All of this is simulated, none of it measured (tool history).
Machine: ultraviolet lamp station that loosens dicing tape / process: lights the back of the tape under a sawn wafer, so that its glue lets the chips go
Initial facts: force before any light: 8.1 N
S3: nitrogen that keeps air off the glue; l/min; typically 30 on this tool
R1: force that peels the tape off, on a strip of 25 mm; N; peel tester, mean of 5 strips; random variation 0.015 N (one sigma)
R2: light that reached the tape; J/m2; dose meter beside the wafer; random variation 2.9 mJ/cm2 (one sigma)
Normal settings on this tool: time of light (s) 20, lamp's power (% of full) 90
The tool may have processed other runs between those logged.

Run 1, hour 0.0: usual settings. Result: R1 0.839 N, R2 3760 J/m2.
Run 2, hour 27.8: usual settings but lamp's power (% of full) 68. Result: R1 1.451 N, R2 2800 J/m2.
Run 3, hour 59.2: usual settings. Result: R1 0.900 N, R2 3660 J/m2.
Run 4, hour 100.2: usual settings but S3 28 l/min. Result: R1 1.018 N, R2 3620 J/m2.
Run 5, hour 137.8: usual settings but S3 28 l/min. Result: R1 1.001 N, R2 3500 J/m2.
Run 6, hour 178.2: usual settings but S3 28 l/min. Result: R1 1.039 N, R2 3450 J/m2.
Run 7, hour 213.9: usual settings but S3 28 l/min. Result: R1 1.097 N, R2 3340 J/m2.
Run 8, hour 239.9: usual settings but S3 28 l/min. Result: R1 1.158 N, R2 3290 J/m2.
Run 9, hour 286.0: usual settings. Result: R1 1.165 N, R2 3220 J/m2.
Run 10, hour 317.2: usual settings. Result: R1 1.200 N, R2 3120 J/m2.
At hour 339.1: window cleaned of glue's vapour.
Run 11, hour 362.5: usual settings. Result: R1 1.023 N, R2 3460 J/m2.
Run 12, hour 402.2: usual settings but time of light (s) 25. Result: R1 0.678 N, R2 4220 J/m2.
Run 13, hour 428.4: usual settings but time of light (s) 25, lamp's power (% of full) 89. Result: R1 0.700 N, R2 4120 J/m2.
Run 14, hour 458.2: usual settings but time of light (s) 25, lamp's power (% of full) 89. Result: R1 0.733 N, R2 4090 J/m2.
Run 15, hour 501.5: usual settings. Result: R1 1.256 N, R2 3190 J/m2.
Run 16, hour 520.6: usual settings. Result: R1 1.299 N, R2 3150 J/m2.
Run 17, hour 540.5: usual settings but time of light (s) 13. Result: R1 2.378 N, R2 2040 J/m2.
Run 18, hour 560.8: usual settings but time of light (s) 13. Result: R1 2.441 N, R2 2000 J/m2.
Run 19, hour 584.2: usual settings but time of light (s) 13. Result: R1 2.447 N, R2 1950 J/m2.
Run 20, hour 623.8: usual settings but time of light (s) 13. Result: R1 2.505 N, R2 1930 J/m2.
Run 21, hour 668.3: usual settings but time of light (s) 12, lamp's power (% of full) 72, S3 25 l/min. Result: R1 3.761 N, R2 1340 J/m2.
Run 22, hour 714.3: usual settings but time of light (s) 12, lamp's power (% of full) 72, S3 25 l/min. Result: R1 3.818 N, R2 1340 J/m2.
At hour 749.0: window cleaned of glue's vapour.
Run 23, hour 758.0: usual settings but time of light (s) 10, lamp's power (% of full) 75, S3 9 l/min. Result: R1 4.715 N, R2 1240 J/m2.
Run 24, hour 794.8: usual settings but time of light (s) 33. Result: R1 0.464 N, R2 4830 J/m2.
Run 25, hour 832.7: usual settings but time of light (s) 33. Result: R1 0.518 N, R2 4780 J/m2.
Run 26, hour 856.7: usual settings but time of light (s) 18, lamp's power (% of full) 79, S3 51 l/min. Result: R1 1.771 N, R2 2250 J/m2.
Run 27, hour 876.9: usual settings but time of light (s) 22, S3 20 l/min. Result: R1 1.581 N, R2 3060 J/m2.
Run 28, hour 899.8: usual settings but time of light (s) 38, S3 51 l/min. Result: R1 0.279 N, R2 5150 J/m2.
Run 29, hour 935.3: usual settings but time of light (s) 28, lamp's power (% of full) 93. Result: R1 0.804 N, R2 3860 J/m2.
Run 30, hour 965.8: usual settings but time of light (s) 33, lamp's power (% of full) 93, S3 19 l/min. Result: R1 0.776 N, R2 4480 J/m2.
Run 31, hour 988.4: usual settings but time of light (s) 33, lamp's power (% of full) 62, S3 10 l/min. Result: R1 2.242 N, R2 2950 J/m2.
Run 32, hour 1008.3: usual settings but time of light (s) 18, lamp's power (% of full) 62, S3 22 l/min. Result: R1 3.319 N, R2 1600 J/m2.
Run 33, hour 1039.7: usual settings but S3 42 l/min. Result: R1 1.630 N, R2 2470 J/m2.
Run 34, hour 1086.3: usual settings but S3 20 l/min. Result: R1 2.174 N, R2 2430 J/m2.
Run 35, hour 1130.0: usual settings but lamp's power (% of full) 78, S3 20 l/min. Result: R1 2.642 N, R2 2090 J/m2.
At hour 1161.0: window cleaned of glue's vapour.
Run 36, hour 1167.4: usual settings but time of light (s) 15, lamp's power (% of full) 72, S3 20 l/min. Result: R1 3.418 N, R2 1550 J/m2.
Run 37, hour 1212.2: usual settings but time of light (s) 30, lamp's power (% of full) 72, S3 23 l/min. Result: R1 1.483 N, R2 3020 J/m2.
Run 38, hour 1253.3: usual settings but time of light (s) 34, lamp's power (% of full) 92, S3 9 l/min. Result: R1 1.369 N, R2 4230 J/m2.

What would each run have given without the hidden state, its run-to-run variation left as it was?
The tool's hidden condition here consists of: lamp's light, % of a new lamp's; light that the window lets through, % of a clean one's; drift of the gauge itself on peel_n, %; drift of the gauge itself on dose_mj_cm2, %.
run     R1    R2
  1  0.702  4080
  2  1.227  3090
  3  0.699  4100
  4  0.757  4160
  5  0.713  4120
  6  0.704  4140
  7  0.715  4110
  8  0.731  4100
  9  0.692  4140
 10  0.692  4080
 11  0.691  4150
 12  0.408  5190
 13  0.406  5140
 14  0.408  5180
 15  0.730  4150
 16  0.735  4140
 17  1.595  2710
 18  1.612  2700
 19  1.588  2680
 20  1.577  2710
 21  2.642  1960
 22  2.619  2000
 23  3.882  1690
 24  0.190  6760
 25  0.196  6870
 26  0.900  3280
 27  0.743  4530
 28  0.106  7750
 29  0.273  5930
 30  0.250  7030
 31  1.075  4690
 32  1.945  2570
 33  0.599  4090
 34  0.896  4140
 35  1.169  3630
 36  2.077  2470
 37  0.530  4980
 38  0.439  7170

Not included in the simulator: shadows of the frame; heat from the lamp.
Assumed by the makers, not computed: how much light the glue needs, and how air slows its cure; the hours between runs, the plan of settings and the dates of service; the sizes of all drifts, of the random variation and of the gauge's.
